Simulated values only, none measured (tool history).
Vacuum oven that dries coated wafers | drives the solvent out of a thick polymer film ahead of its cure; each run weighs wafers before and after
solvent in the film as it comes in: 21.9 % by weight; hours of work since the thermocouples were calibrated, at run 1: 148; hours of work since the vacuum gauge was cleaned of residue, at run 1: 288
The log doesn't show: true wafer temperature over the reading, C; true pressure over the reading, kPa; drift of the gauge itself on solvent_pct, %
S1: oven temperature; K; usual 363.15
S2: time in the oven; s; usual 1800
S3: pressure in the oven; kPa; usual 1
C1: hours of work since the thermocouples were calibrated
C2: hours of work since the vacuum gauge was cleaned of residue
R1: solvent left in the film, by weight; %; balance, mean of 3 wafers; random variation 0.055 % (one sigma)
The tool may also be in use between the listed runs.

{"run": 1, "hour": 0.0, "S1": 363.15, "S2": 1800, "S3": 1, "C1": 148, "C2": 288, "R1": 2.53}
{"run": 2, "hour": 30.6, "S1": 363.15, "S2": 1800, "S3": 0.68, "C1": 168, "C2": 308, "R1": 2.39}
{"run": 3, "hour": 59.7, "S1": 363.15, "S2": 1800, "S3": 0.68, "C1": 188, "C2": 327, "R1": 2.36}
{"run": 4, "hour": 84.1, "S1": 363.15, "S2": 1800, "S3": 0.68, "C1": 203, "C2": 343, "R1": 2.35}
{"run": 5, "hour": 117.4, "S1": 363.15, "S2": 1800, "S3": 0.68, "C1": 225, "C2": 365, "R1": 2.38}
{"run": 6, "hour": 138.5, "S1": 363.15, "S2": 1800, "S3": 1, "C1": 239, "C2": 379, "R1": 2.45}
{"run": 7, "hour": 154.5, "S1": 363.15, "S2": 1800, "S3": 1, "C1": 250, "C2": 389, "R1": 2.46}
{"run": 8, "hour": 170.1, "S1": 363.15, "S2": 1140, "S3": 1, "C1": 260, "C2": 399, "R1": 4.92}
{"run": 9, "hour": 195.2, "S1": 367.15, "S2": 1800, "S3": 1, "C1": 276, "C2": 416, "R1": 1.35}
{"run": 10, "hour": 224.1, "S1": 363.15, "S2": 1800, "S3": 1, "C1": 295, "C2": 435, "R1": 2.44}
{"run": 11, "hour": 247.0, "S1": 363.15, "S2": 1800, "S3": 1.11, "C1": 310, "C2": 450, "R1": 2.47}
{"run": 12, "hour": 279.4, "S1": 363.15, "S2": 1800, "S3": 0.59, "C1": 331, "C2": 471, "R1": 2.39}
{"run": 13, "hour": 295.3, "S1": 363.15, "S2": 1800, "S3": 0.59, "C1": 342, "C2": 481, "R1": 2.24}
{"run": 14, "hour": 328.3, "S1": 363.15, "S2": 1800, "S3": 0.59, "C1": 363, "C2": 503, "R1": 2.34}
{"run": 15, "hour": 344.8, "S1": 363.15, "S2": 1800, "S3": 1, "C1": 374, "C2": 514, "R1": 2.32}
{"run": 16, "hour": 364.3, "S1": 363.15, "S2": 1800, "S3": 1, "C1": 387, "C2": 526, "R1": 2.49}
{"run": 17, "hour": 399.2, "S1": 363.15, "S2": 1800, "S3": 1, "C1": 410, "C2": 549, "R1": 2.37}
{"run": 18, "hour": 426.5, "S1": 363.15, "S2": 1800, "S3": 1, "C1": 427, "C2": 567, "R1": 2.4}
{"run": 19, "hour": 462.9, "S1": 361.15, "S2": 1800, "S3": 1, "C1": 451, "C2": 591, "R1": 3.06}
{"run": 20, "hour": 492.0, "S1": 361.15, "S2": 1800, "S3": 1, "C1": 470, "C2": 610, "R1": 3.03}
{"run": 21, "hour": 523.3, "S1": 368.15, "S2": 900, "S3": 1.87, "C1": 491, "C2": 630, "R1": 4.27}
{"run": 22, "hour": 539.3, "S1": 365.15, "S2": 2700, "S3": 1.43, "C1": 501, "C2": 641, "R1": 0.98}
{"run": 23, "hour": 560.1, "S1": 365.15, "S2": 2700, "S3": 1.43, "C1": 515, "C2": 655, "R1": 1.02}
{"run": 24, "hour": 576.7, "S1": 369.15, "S2": 1380, "S3": 1.25, "C1": 526, "C2": 665, "R1": 1.75}
{"run": 25, "hour": 597.2, "S1": 369.15, "S2": 1380, "S3": 1.25, "C1": 539, "C2": 679, "R1": 1.75}
{"run": 26, "hour": 615.6, "S1": 374.15, "S2": 1740, "S3": 1.47, "C1": 551, "C2": 691, "R1": 0.63}
{"run": 27, "hour": 638.1, "S1": 374.15, "S2": 1740, "S3": 1.47, "C1": 566, "C2": 706, "R1": 0.57}
{"run": 28, "hour": 671.1, "S1": 348.15, "S2": 2460, "S3": 0.9, "C1": 587, "C2": 727, "R1": 6.97}
{"run": 29, "hour": 707.7, "S1": 360.15, "S2": 2400, "S3": 1.9, "C1": 611, "C2": 751, "R1": 2.47}
{"run": 30, "hour": 728.0, "S1": 361.15, "S2": 1320, "S3": 3.58, "C1": 625, "C2": 764, "R1": 5.7}
{"run": 31, "hour": 758.9, "S1": 361.15, "S2": 1320, "S3": 0.91, "C1": 645, "C2": 785, "R1": 4.63}
{"run": 32, "hour": 777.4, "S1": 361.15, "S2": 1260, "S3": 0.89, "C1": 657, "C2": 797, "R1": 4.88}
{"run": 33, "hour": 816.2, "S1": 361.15, "S2": 1260, "S3": 0.89, "C1": 682, "C2": 822, "R1": 4.93}
{"run": 34, "hour": 835.2, "S1": 352.15, "S2": 1800, "S3": 2.43, "C1": 695, "C2": 835, "R1": 7.69}
{"run": 35, "hour": 853.7, "S1": 374.15, "S2": 900, "S3": 2.3, "C1": 707, "C2": 847, "R1": 2.21}
{"run": 36, "hour": 876.6, "S1": 365.15, "S2": 2100, "S3": 1.49, "C1": 722, "C2": 862, "R1": 1.37}
{"run": 37, "hour": 896.3, "S1": 365.15, "S2": 2100, "S3": 1.49, "C1": 735, "C2": 874, "R1": 1.5}

5 ways to go on from here, each from the tool as it stands after run 37. What would each give?
{"run": "A", "hour": 931.5, "S1": 374.15, "S2": 1680, "S3": 1, "C1": 758, "C2": 898, "R1": "?"}
{"run": "B", "hour": 931.5, "S1": 365.15, "S2": 2100, "S3": 1.92, "C1": 758, "C2": 898, "R1": "?"}
{"run": "C", "hour": 931.5, "S1": 360.15, "S2": 1800, "S3": 3.68, "C1": 758, "C2": 898, "R1": "?"}
{"run": "D", "hour": 931.5, "S1": 360.15, "S2": 1260, "S3": 1.13, "C1": 758, "C2": 898, "R1": "?"}
{"run": "E", "hour": 931.5, "S1": 363.15, "S2": 1920, "S3": 1, "C1": 758, "C2": 898, "R1": "?"}

run=A R1=0.57
run=B R1=1.58
run=C R1=4.33
run=D R1=5.31
run=E R1=2.03
Without the tool's hidden state the same runs would have given:
run=A R1=0.64
run=B R1=1.87
run=C R1=4.95
run=D R1=6.01
run=E R1=2.45

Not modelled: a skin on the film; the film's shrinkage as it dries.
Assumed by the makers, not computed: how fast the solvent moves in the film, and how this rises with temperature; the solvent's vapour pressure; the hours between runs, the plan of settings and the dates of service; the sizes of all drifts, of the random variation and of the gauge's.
